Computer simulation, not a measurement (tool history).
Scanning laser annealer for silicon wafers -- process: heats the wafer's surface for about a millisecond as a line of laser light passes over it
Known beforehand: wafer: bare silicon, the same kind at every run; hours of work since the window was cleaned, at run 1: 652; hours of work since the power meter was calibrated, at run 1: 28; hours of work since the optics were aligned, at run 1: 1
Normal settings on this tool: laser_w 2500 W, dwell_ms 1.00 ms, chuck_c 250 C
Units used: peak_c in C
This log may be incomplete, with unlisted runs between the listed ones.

run   hour  laser_w  dwell_ms  chuck_c  hours of work since the window was cleaned  hours of work since the power meter was calibrated  hours of work since the optics were aligned  peak_c
  1    0.0     2500      1.00      250                                         652                                                  28                                            1    1043
  2   20.0     2563      1.00      250                                         667                                                  43                                           17    1069
  3   37.5     2500      1.00      250                                         681                                                  57                                           30    1044
  4   55.5     2500      1.00      227                                         694                                                  71                                           44    1022
  5   71.7     2500      1.00      250                                         707                                                  83                                           56    1043
  6   82.8     2500      1.00      250                                         715                                                  92                                           65    1043
  7  102.3     2645      1.00      250                                         730                                                 107                                           80    1102
  8  118.5     2645      1.00      250                                         743                                                 119                                           92    1103
  9  135.1     2645      1.04      250                                         756                                                 132                                          105    1119
 10  144.6     2645      1.04      250                                         763                                                 139                                          112    1116
 11  161.3     2645      1.04      250                                         776                                                 152                                          125    1118
 12  172.0     2389      1.00      250                                         784                                                 160                                          133     996
 13  181.9     2389      1.00      250                                         792                                                 168                                          141     998
 14  200.2     2389      1.00      250                                         806                                                 182                                          155     996
 15  209.5     2457      1.00      250                                         813                                                 189                                          162    1024
 16  227.8     2457      1.09      250                                         827                                                 203                                          176    1063
 17  236.6     2457      1.09      250                                         834                                                 210                                          183    1060
 18  254.1     2500      1.09      250                                         847                                                 223                                          197    1081
 19  262.8     2386      1.05      249                                         854                                                 230                                          203    1012
 20  282.1     2386      1.05      249                                         869                                                 245                                          218    1011
 21  296.1     2386      1.05      249                                         879                                                 255                                          229    1011
 22  315.7     2500      1.13      237                                         894                                                 271                                          244    1076
 23  333.8     2204      1.13      283                                         908                                                 284                                          258    1002
 24  346.3     2630      0.76      243                                         918                                                 294                                          267     963
 25  362.2     2500      0.84      250                                         930                                                 306                                          280     965
 26  377.5     2500      0.75      216                                         942                                                 318                                          291     882
 27  387.5     2705      1.21      249                                         950                                                 326                                          299    1216

For some of the steps in peak_c from one run to the next: how much would appear even if the tool had no hidden state, given the settings, what came in and random variation, and how much remains for the hidden state plus any gauge scatter that the measured result and the result without hidden state don't share?
Hidden state at play: light that passes the window, % of a clean one's; laser's true power over the reading, %; width of the line over the set one, %; drift of the gauge itself on peak_c, C.
Run 11 -> 12: laser_w 2645 -> 2389, dwell_ms 1.04 -> 1.00. peak_c -122 C: hidden state +3, all else -125.
Run 21 -> 22: laser_w 2386 -> 2500, dwell_ms 1.05 -> 1.13, chuck_c 249 -> 237. peak_c +65 C: hidden state -4, all else +69.
Run 26 -> 27: laser_w 2500 -> 2705, dwell_ms 0.75 -> 1.21, chuck_c 216 -> 249. peak_c +334 C: hidden state -11, all else +345.

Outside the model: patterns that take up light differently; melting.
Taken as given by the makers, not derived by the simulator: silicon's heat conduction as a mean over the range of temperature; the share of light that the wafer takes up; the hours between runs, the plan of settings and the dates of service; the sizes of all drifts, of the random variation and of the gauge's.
